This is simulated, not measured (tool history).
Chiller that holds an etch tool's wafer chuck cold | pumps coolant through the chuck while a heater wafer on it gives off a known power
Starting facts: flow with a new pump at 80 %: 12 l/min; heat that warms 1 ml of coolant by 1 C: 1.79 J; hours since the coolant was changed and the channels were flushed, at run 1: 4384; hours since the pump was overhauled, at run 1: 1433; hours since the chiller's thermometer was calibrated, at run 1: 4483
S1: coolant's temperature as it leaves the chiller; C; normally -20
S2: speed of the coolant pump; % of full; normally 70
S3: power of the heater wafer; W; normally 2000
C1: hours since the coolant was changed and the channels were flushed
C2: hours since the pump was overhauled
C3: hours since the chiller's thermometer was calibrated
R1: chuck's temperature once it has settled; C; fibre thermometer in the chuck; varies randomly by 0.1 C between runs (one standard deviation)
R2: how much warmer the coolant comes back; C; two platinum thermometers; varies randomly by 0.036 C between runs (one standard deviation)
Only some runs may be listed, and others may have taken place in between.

run    hour   S1  S2    S3    C1    C2    C3    R1    R2
  1       0  -20  70  2000  4384  1433  4483   5.5  6.74
  2    60.2  -20  70  2000  4445  1494  4543   5.7  6.65
  3   132.5  -20  70  2000  4517  1566  4615   6.1   6.7
  4   201.2  -20  70  2000  4586  1635  4684   5.9  6.66
  5   254.9  -20  62  2000  4639  1688  4738   7.6  7.63
  6   343.8  -20  62  2000  4728  1777  4827   7.7  7.62
  7   408.8  -20  62  2000  4793  1842  4892   7.7  7.67
      415.2  -- chiller's thermometer calibrated
  8   479.6  -20  70  1686  4863  1912    64   2.6  5.66
  9     566  -20  70  1686  4949  1998   151   2.5  5.67
 10   640.5  -16  79  2504  5024  2073   225    15  7.45
      673.2  -- chiller's thermometer calibrated, once more
 11   721.3  -20  67  2399  5104  2153    48  11.2  8.53
 12   794.5  -13  63  1727  5177  2226   121  10.3  6.55
 13   840.7  -13  63  1727  5223  2272   167  10.4  6.61
 14   890.7  -13  63  1727  5273  2322   217  10.5  6.55
 15   961.8  -20  88  1369  5344  2393   289  -4.5  3.65
 16  1009.2  -20  67  1924  5392  2441   336   5.3  6.85
 17  1096.1  -20  67  1924  5479  2527   423   5.3  6.87
 18  1137.5  -13  70  2000  5520  2569   464  12.6  6.83

Alternative continuations, all from the tool just after run 18; predict every row:
  A  1218.6  -23  99  1134  5601  2650  545   ?   ?
  B  1218.6  -27  70  2000  5601  2650  545   ?   ?
  C  1218.6  -27  60  1350  5601  2650  545   ?   ?

run     R1    R2
  A  -10.7  2.71
  B   -1.2   6.8
  C   -8.1  5.45
Without the tool's unlogged condition, the same runs would have read:
run     R1    R2
  A  -12.1  2.56
  B     -4  6.42
  C  -10.1  5.14
